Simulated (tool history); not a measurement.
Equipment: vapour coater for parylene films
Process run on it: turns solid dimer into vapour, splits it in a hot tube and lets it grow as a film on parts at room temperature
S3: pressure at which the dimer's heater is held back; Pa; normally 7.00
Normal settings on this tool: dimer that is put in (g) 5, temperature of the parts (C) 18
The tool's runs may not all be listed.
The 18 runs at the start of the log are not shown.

{"run": 19, "hour": 616.3, "dimer that is put in (g)": 5, "temperature of the parts (C)": 18, "S3": 7.0, "thickness of the film (um)": 2.06}
{"run": 20, "hour": 639.7, "dimer that is put in (g)": 4, "temperature of the parts (C)": 25, "S3": 3.1, "thickness of the film (um)": 1.41}
{"hour": 654.2, "done": "trap's valve overhauled"}
{"run": 21, "hour": 675.3, "dimer that is put in (g)": 4, "temperature of the parts (C)": 25, "S3": 3.1, "thickness of the film (um)": 1.54}
{"run": 22, "hour": 696.4, "dimer that is put in (g)": 2, "temperature of the parts (C)": 15, "S3": 3.69, "thickness of the film (um)": 1.04}
{"run": 23, "hour": 742.5, "dimer that is put in (g)": 2, "temperature of the parts (C)": 15, "S3": 3.69, "thickness of the film (um)": 1.01}
{"run": 24, "hour": 763.7, "dimer that is put in (g)": 2, "temperature of the parts (C)": 18, "S3": 4.04, "thickness of the film (um)": 0.95}
{"run": 25, "hour": 795.6, "dimer that is put in (g)": 5, "temperature of the parts (C)": 21, "S3": 3.11, "thickness of the film (um)": 2.15}
{"run": 26, "hour": 822.2, "dimer that is put in (g)": 7, "temperature of the parts (C)": 13, "S3": 7.0, "thickness of the film (um)": 3.5}
{"run": 27, "hour": 845.5, "dimer that is put in (g)": 2, "temperature of the parts (C)": 13, "S3": 8.73, "thickness of the film (um)": 0.99}
{"run": 28, "hour": 886.9, "dimer that is put in (g)": 2, "temperature of the parts (C)": 13, "S3": 8.73, "thickness of the film (um)": 1.0}
{"run": 29, "hour": 919.5, "dimer that is put in (g)": 7, "temperature of the parts (C)": 11, "S3": 7.0, "thickness of the film (um)": 3.64}
{"run": 30, "hour": 954.0, "dimer that is put in (g)": 7, "temperature of the parts (C)": 11, "S3": 7.0, "thickness of the film (um)": 3.61}
{"run": 31, "hour": 997.8, "dimer that is put in (g)": 7, "temperature of the parts (C)": 11, "S3": 7.0, "thickness of the film (um)": 3.55}

Predict the results of run 32:
{"run": 32, "hour": 1023.8, "dimer that is put in (g)": 3, "temperature of the parts (C)": 24, "S3": 6.93, "thickness of the film (um)": "?"}

Run 32 gave thickness of the film (um) 1.07.
If the tool had no hidden condition, the same run with the same run-to-run variation would have returned thickness of the film (um) 1.20.

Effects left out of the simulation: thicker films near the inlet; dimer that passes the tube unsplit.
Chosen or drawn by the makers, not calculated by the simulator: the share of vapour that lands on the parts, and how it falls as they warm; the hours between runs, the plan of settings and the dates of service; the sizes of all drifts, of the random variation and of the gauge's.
